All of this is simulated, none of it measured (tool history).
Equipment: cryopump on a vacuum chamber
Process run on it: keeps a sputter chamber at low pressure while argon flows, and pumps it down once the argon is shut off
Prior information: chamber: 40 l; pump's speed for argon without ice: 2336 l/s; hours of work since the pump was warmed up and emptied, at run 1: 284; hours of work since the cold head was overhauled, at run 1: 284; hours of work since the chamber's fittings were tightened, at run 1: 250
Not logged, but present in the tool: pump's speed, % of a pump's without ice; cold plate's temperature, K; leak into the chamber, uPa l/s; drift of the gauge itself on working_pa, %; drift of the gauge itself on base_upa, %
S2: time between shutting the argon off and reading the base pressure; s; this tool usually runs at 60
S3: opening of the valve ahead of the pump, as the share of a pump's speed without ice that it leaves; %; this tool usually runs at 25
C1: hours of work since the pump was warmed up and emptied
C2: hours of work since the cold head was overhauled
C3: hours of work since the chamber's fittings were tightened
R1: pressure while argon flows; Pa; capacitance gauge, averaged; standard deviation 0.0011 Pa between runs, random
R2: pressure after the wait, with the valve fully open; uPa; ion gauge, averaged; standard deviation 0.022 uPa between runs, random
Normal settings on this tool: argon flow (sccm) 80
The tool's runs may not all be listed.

{"run": 1, "hour": 0.0, "argon flow (sccm)": 80, "S2": 60, "S3": 25, "C1": 284, "C2": 284, "C3": 250, "R1": 0.2382, "R2": 0.96}
{"run": 2, "hour": 30.8, "argon flow (sccm)": 80, "S2": 60, "S3": 25, "C1": 298, "C2": 298, "C3": 264, "R1": 0.2388, "R2": 1.01}
{"run": 3, "hour": 59.4, "argon flow (sccm)": 34, "S2": 60, "S3": 25, "C1": 311, "C2": 311, "C3": 276, "R1": 0.1014, "R2": 0.98}
{"run": 4, "hour": 87.6, "argon flow (sccm)": 34, "S2": 60, "S3": 25, "C1": 323, "C2": 323, "C3": 289, "R1": 0.1025, "R2": 1.03}
{"run": 5, "hour": 121.2, "argon flow (sccm)": 34, "S2": 60, "S3": 25, "C1": 338, "C2": 338, "C3": 303, "R1": 0.1011, "R2": 1.07}
{"run": 6, "hour": 147.0, "argon flow (sccm)": 52, "S2": 60, "S3": 25, "C1": 349, "C2": 349, "C3": 315, "R1": 0.156, "R2": 1.11}
{"run": 7, "hour": 174.9, "argon flow (sccm)": 34, "S2": 60, "S3": 25, "C1": 361, "C2": 361, "C3": 327, "R1": 0.1013, "R2": 1.12}
{"run": 8, "hour": 201.5, "argon flow (sccm)": 34, "S2": 60, "S3": 25, "C1": 373, "C2": 373, "C3": 339, "R1": 0.1017, "R2": 1.19}
{"run": 9, "hour": 222.0, "argon flow (sccm)": 80, "S2": 92, "S3": 25, "C1": 382, "C2": 382, "C3": 348, "R1": 0.2404, "R2": 0.97}
{"run": 10, "hour": 254.8, "argon flow (sccm)": 80, "S2": 92, "S3": 25, "C1": 396, "C2": 396, "C3": 362, "R1": 0.2399, "R2": 1.01}
{"run": 11, "hour": 278.9, "argon flow (sccm)": 80, "S2": 92, "S3": 25, "C1": 407, "C2": 407, "C3": 373, "R1": 0.2413, "R2": 1.06}
{"run": 12, "hour": 315.0, "argon flow (sccm)": 80, "S2": 92, "S3": 25, "C1": 423, "C2": 423, "C3": 388, "R1": 0.2413, "R2": 1.08}
{"run": 13, "hour": 336.0, "argon flow (sccm)": 80, "S2": 92, "S3": 25, "C1": 432, "C2": 432, "C3": 398, "R1": 0.2424, "R2": 1.08}
{"run": 14, "hour": 356.5, "argon flow (sccm)": 74, "S2": 60, "S3": 25, "C1": 441, "C2": 441, "C3": 407, "R1": 0.2259, "R2": 1.25}
{"run": 15, "hour": 386.3, "argon flow (sccm)": 126, "S2": 60, "S3": 25, "C1": 454, "C2": 454, "C3": 420, "R1": 0.3822, "R2": 1.3}
{"run": 16, "hour": 420.2, "argon flow (sccm)": 80, "S2": 46, "S3": 25, "C1": 469, "C2": 469, "C3": 435, "R1": 0.2437, "R2": 1.4}
{"run": 17, "hour": 436.8, "argon flow (sccm)": 80, "S2": 60, "S3": 37, "C1": 476, "C2": 476, "C3": 442, "R1": 0.168, "R2": 1.34}
{"run": 18, "hour": 463.0, "argon flow (sccm)": 80, "S2": 60, "S3": 37, "C1": 488, "C2": 488, "C3": 453, "R1": 0.1679, "R2": 1.36}
{"run": 19, "hour": 488.2, "argon flow (sccm)": 80, "S2": 60, "S3": 37, "C1": 499, "C2": 499, "C3": 465, "R1": 0.1683, "R2": 1.33}
{"run": 20, "hour": 508.5, "argon flow (sccm)": 32, "S2": 60, "S3": 33, "C1": 508, "C2": 508, "C3": 473, "R1": 0.076, "R2": 1.34}
{"run": 21, "hour": 529.3, "argon flow (sccm)": 72, "S2": 179, "S3": 33, "C1": 517, "C2": 517, "C3": 483, "R1": 0.1691, "R2": 1.11}
{"run": 22, "hour": 553.9, "argon flow (sccm)": 66, "S2": 98, "S3": 26, "C1": 528, "C2": 528, "C3": 493, "R1": 0.1941, "R2": 1.27}
{"run": 23, "hour": 580.6, "argon flow (sccm)": 66, "S2": 98, "S3": 26, "C1": 540, "C2": 540, "C3": 505, "R1": 0.1972, "R2": 1.28}
{"run": 24, "hour": 613.6, "argon flow (sccm)": 77, "S2": 60, "S3": 37, "C1": 554, "C2": 554, "C3": 520, "R1": 0.1645, "R2": 1.52}
{"run": 25, "hour": 651.0, "argon flow (sccm)": 77, "S2": 60, "S3": 22, "C1": 570, "C2": 570, "C3": 536, "R1": 0.2677, "R2": 1.52}
{"run": 26, "hour": 676.6, "argon flow (sccm)": 47, "S2": 60, "S3": 22, "C1": 582, "C2": 582, "C3": 547, "R1": 0.1648, "R2": 1.52}
{"run": 27, "hour": 696.7, "argon flow (sccm)": 96, "S2": 80, "S3": 59, "C1": 591, "C2": 591, "C3": 556, "R1": 0.1359, "R2": 1.48}
{"run": 28, "hour": 734.0, "argon flow (sccm)": 63, "S2": 76, "S3": 25, "C1": 607, "C2": 607, "C3": 573, "R1": 0.1952, "R2": 1.53}
{"run": 29, "hour": 766.8, "argon flow (sccm)": 81, "S2": 60, "S3": 42, "C1": 621, "C2": 621, "C3": 587, "R1": 0.1569, "R2": 1.62}
{"run": 30, "hour": 794.1, "argon flow (sccm)": 74, "S2": 47, "S3": 44, "C1": 633, "C2": 633, "C3": 599, "R1": 0.1363, "R2": 1.77}

Run 31 has not been measured yet. What should we expect?
{"run": 31, "hour": 829.0, "argon flow (sccm)": 74, "S2": 47, "S3": 44, "C1": 649, "C2": 649, "C3": 614, "R1": "?", "R2": "?"}

R1: 0.1396 Pa
R2: 1.83 uPa
Minus the tool's unlogged condition, the same run would have read R1 0.1233 Pa, R2 0.71 uPa.

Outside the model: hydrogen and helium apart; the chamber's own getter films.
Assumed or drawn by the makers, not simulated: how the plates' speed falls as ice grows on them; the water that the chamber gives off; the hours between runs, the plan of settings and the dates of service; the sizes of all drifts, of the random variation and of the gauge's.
